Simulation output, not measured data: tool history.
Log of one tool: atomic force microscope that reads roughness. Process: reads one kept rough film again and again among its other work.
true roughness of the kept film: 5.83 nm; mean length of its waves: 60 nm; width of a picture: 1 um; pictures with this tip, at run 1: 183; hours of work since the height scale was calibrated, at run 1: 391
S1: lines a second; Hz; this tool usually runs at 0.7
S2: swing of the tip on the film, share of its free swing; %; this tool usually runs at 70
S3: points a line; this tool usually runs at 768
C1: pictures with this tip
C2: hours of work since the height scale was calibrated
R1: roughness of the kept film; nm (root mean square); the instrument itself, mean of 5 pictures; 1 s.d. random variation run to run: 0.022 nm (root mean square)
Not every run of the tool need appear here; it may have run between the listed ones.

run	day	S1	S2	S3	C1	C2	R1
1	0	0.7	70	768	183	391	5.056
2	0.325	0.896	70	768	198	397	4.964
3	0.842	0.896	63	768	221	406	4.963
4	1.446	1.464	70	768	249	417	4.824
5	1.967	1.464	70	768	273	426	4.753
# day 2.383: new tip fitted
6	2.554	0.7	70	768	8	436	5.393
7	3.117	0.7	70	768	34	447	5.383
8	3.638	0.7	70	768	58	456	5.271
9	4.092	0.7	60	768	79	464	5.269
10	4.433	0.7	60	768	95	470	5.279
11	4.704	0.7	56	768	107	475	5.26
12	4.971	0.7	70	768	119	480	5.165
13	5.258	0.7	70	768	133	485	5.099
# day 5.329: height scale calibrated on a step standard
14	5.796	0.7	70	386	155	8	5.037
15	6.421	0.7	70	768	184	20	4.952
# day 6.662: height scale calibrated on a step standard, once more
16	6.871	2.95	70	768	203	4	4.777
17	7.417	0.7	70	768	228	14	4.939
18	7.779	0.7	71	768	245	20	4.856
19	8.242	0.7	71	768	266	28	4.854
# day 8.817: new tip fitted
20	8.821	0.7	71	768	0	38	5.517
21	9.438	0.7	71	768	28	49	5.458
22	9.742	0.7	70	768	42	55	5.372
23	10.05	0.7	70	768	56	60	5.354
24	10.554	0.7	70	768	80	69	5.284
25	11.167	0.7	70	768	108	80	5.22
26	11.45	0.931	89	547	121	86	5.05
27	11.8	1.116	88	875	137	92	4.989
28	12.333	1.172	64	378	161	101	5.068
29	12.729	0.666	56	566	180	109	5.041
30	13.221	0.725	76	409	202	117	4.93
31	13.671	0.725	72	409	223	125	4.936
32	14.067	0.725	72	409	241	132	4.887
33	14.429	0.7	56	768	258	139	4.858
34	14.838	0.7	56	768	277	146	4.803
# day 15.188: new tip fitted
35	15.212	2.979	70	929	1	153	5.28
36	15.617	0.7	69	832	20	160	5.452
37	16.104	0.7	69	832	42	169	5.358
38	16.367	0.7	69	832	54	173	5.345
39	16.679	1.323	86	768	69	179	5.18
40	17.133	2.81	70	768	89	187	5.087
41	17.667	0.586	88	536	114	197	5.106
42	17.979	0.586	88	536	128	202	5.114
43	18.567	0.586	88	536	155	213	5.06
44	19.154	1.032	88	327	182	223	4.869
45	19.542	0.65	61	603	200	230	5.021
46	19.812	0.7	89	441	213	235	4.846
47	20.321	0.7	89	441	236	244	4.781

Pick out some run-to-run changes in R1. Of each, how much would a tool without hidden state show as well, from the settings, what came in and chance, and how much is left for the hidden state and any gauge scatter not in both results compared?
The tool's hidden condition here consists of: radius of the tip, nm; height scale over the true one, %; drift of the gauge itself on roughness_nm, %.
Run 5 -> 6: S1 1.464 -> 0.7, new tip fitted. R1 +0.64 nm (root mean square): hidden state +0.607, all else +0.033.
Run 19 -> 20: new tip fitted. R1 +0.663 nm (root mean square): hidden state +0.65, all else +0.013.
Run 34 -> 35: S1 0.7 -> 2.979, S2 56 -> 70, S3 768 -> 929, new tip fitted. R1 +0.477 nm (root mean square): hidden state +0.686, all else -0.209.

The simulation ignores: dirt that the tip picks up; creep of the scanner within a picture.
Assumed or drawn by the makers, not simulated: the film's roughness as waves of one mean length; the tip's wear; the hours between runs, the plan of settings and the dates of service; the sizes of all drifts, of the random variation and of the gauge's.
